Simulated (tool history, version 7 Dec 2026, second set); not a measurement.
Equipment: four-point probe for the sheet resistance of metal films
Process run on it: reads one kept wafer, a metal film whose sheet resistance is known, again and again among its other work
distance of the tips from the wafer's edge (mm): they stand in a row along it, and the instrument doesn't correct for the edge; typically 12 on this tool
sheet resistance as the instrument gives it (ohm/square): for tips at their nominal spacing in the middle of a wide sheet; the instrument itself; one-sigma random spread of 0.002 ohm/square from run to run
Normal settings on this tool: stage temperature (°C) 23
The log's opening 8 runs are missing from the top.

| run | hour | stage temperature (°C) | distance of the tips from the wafer's edge (mm) | touches since the probe head was changed | hours of work since the stage's thermometer was calibrated | sheet resistance as the instrument gives it (ohm/square) |
|---|---|---|---|---|---|---|
| 9 | 612 | 25 | 12 | 121521 | 259 | 10.203589 |
| 10 | 662.4 | 23 | 12 | 122917 | 291 | 10.212312 |
| 11 | 763.4 | 21 | 12 | 125713 | 354 | 10.228007 |
| 12 | 819.8 | 21 | 12 | 127274 | 389 | 10.228722 |
| 13 | 890.7 | 21 | 12 | 129237 | 434 | 10.226529 |
| 14 | 942.6 | 21 | 12 | 130673 | 466 | 10.23169 |
| 15 | 1026.8 | 23 | 12 | 133002 | 519 | 10.211359 |
| 16 | 1087.2 | 26 | 12 | 134674 | 557 | 10.198253 |

What will run 17 give?
| 17 | 1162 | 26 | 12 | 136743 | 604 | ? |

sheet resistance as the instrument gives it (ohm/square): 10.197565
Were there no unlogged condition in the tool, this run, its random variation unchanged, would have produced sheet resistance as the instrument gives it (ohm/square) 10.197864.
